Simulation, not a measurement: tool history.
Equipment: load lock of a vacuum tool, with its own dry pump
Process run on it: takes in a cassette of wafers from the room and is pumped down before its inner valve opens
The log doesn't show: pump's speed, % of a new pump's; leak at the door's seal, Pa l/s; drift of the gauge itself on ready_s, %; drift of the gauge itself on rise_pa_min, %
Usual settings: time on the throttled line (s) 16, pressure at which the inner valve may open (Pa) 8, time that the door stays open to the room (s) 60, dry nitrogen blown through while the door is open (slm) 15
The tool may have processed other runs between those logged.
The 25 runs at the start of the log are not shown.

run	hour	time on the throttled line (s)	pressure at which the inner valve may open (Pa)	time that the door stays open to the room (s)	dry nitrogen blown through while the door is open (slm)	hours that the pump has run since its overhaul	times that the door has closed on its seal	incoming humidity of the room's air, %	time from the closed door until the inner valve may open (s)	rise of the pressure with all valves shut (Pa/min)
26	4758.7	16	10	164	4	4859	11825	43	36.2	0.404
27	4902.7	16	10	164	4	5003	12423	45.7	36.5	0.437
28	5157.1	14	8	60	15	5257	13481	42.7	35.9	0.308
29	5356.4	14	8	60	15	5456	14310	43.3	35.9	0.338
30	5539.8	14	8	60	15	5640	15072	45.4	35.5	0.36
31	5669.2	14	8	60	15	5769	15610	45.6	36.3	0.362
32	5805.9	10	12	49	23	5906	16179	43.8	31.4	0.358
33	5930.2	25	8	134	23	6030	16695	44.5	43.2	0.441
34	6085.6	16	9	60	9	6185	17341	45.6	37.2	0.425
35	6251	16	9	60	9	6351	18029	45.6	37	0.468
36	6513.6	16	9	60	9	6613	19120	44.2	38.1	0.493

Consider 3 possible next runs. They are alternatives, not a sequence: every one starts from the tool as it was left by run 36. What does each give?
A	6646.9	16	8	213	6	6747	19675	43.4	?	?
B	6646.9	10	7	60	9	6747	19675	45.4	?	?
C	6646.9	16	8	84	9	6747	19675	43.2	?	?

run	time from the closed door until the inner valve may open (s)	rise of the pressure with all valves shut (Pa/min)
A	37.8	0.669
B	34.4	0.516
C	38.3	0.538
With no hidden state in the tool, these same runs would have given:
run	time from the closed door until the inner valve may open (s)	rise of the pressure with all valves shut (Pa/min)
A	34.9	0.257
B	31.2	0.099
C	35.4	0.12

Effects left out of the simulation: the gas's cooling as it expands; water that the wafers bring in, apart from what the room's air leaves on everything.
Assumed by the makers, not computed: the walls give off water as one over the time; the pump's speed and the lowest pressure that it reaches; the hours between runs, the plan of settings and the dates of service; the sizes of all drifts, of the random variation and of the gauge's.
